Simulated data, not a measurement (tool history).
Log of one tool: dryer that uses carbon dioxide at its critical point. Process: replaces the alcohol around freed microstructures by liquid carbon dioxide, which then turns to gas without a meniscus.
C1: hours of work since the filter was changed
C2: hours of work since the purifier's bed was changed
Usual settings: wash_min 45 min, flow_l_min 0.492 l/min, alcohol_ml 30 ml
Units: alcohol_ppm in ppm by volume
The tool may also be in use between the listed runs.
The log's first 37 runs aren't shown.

run 38 day=28.350 | wash_min=28 flow_l_min=0.597 alcohol_ml=47 | C1=31 C2=78 | alcohol_ppm=382
run 39 day=29.221 | wash_min=37 flow_l_min=0.341 alcohol_ml=103 | C1=47 C2=94 | alcohol_ppm=1911
run 40 day=30.112 | wash_min=33 flow_l_min=0.456 alcohol_ml=21 | C1=63 C2=110 | alcohol_ppm=257
run 41 day=31.200 | wash_min=33 flow_l_min=0.456 alcohol_ml=21 | C1=82 C2=129 | alcohol_ppm=268
run 42 day=31.925 | wash_min=46 flow_l_min=0.492 alcohol_ml=23 | C1=95 C2=142 | alcohol_ppm=83
run 43 day=32.396 | wash_min=46 flow_l_min=0.492 alcohol_ml=23 | C1=104 C2=151 | alcohol_ppm=78
run 44 day=32.883 | wash_min=46 flow_l_min=0.492 alcohol_ml=23 | C1=113 C2=160 | alcohol_ppm=78
run 45 day=33.796 | wash_min=44 flow_l_min=0.801 alcohol_ml=23 | C1=129 C2=176 | alcohol_ppm=29
run 46 day=34.917 | wash_min=44 flow_l_min=0.801 alcohol_ml=23 | C1=149 C2=196 | alcohol_ppm=31

Forecast each of these 5 alternatives for the next run:
run A day=36.050 | wash_min=28 flow_l_min=0.411 alcohol_ml=25 | C1=170 C2=217 | alcohol_ppm=?
run B day=36.050 | wash_min=47 flow_l_min=0.736 alcohol_ml=30 | C1=170 C2=217 | alcohol_ppm=?
run C day=36.050 | wash_min=45 flow_l_min=0.645 alcohol_ml=103 | C1=170 C2=217 | alcohol_ppm=?
run D day=36.050 | wash_min=63 flow_l_min=0.801 alcohol_ml=23 | C1=170 C2=217 | alcohol_ppm=?
run E day=36.050 | wash_min=41 flow_l_min=0.492 alcohol_ml=56 | C1=170 C2=217 | alcohol_ppm=?

run=A alcohol_ppm=678
run=B alcohol_ppm=34
run=C alcohol_ppm=115
run=D alcohol_ppm=37
run=E alcohol_ppm=293
Without the tool's hidden state the same runs would have given:
run=A alcohol_ppm=574
run=B alcohol_ppm=8
run=C alcohol_ppm=68
run=D alcohol_ppm=13
run=E alcohol_ppm=215
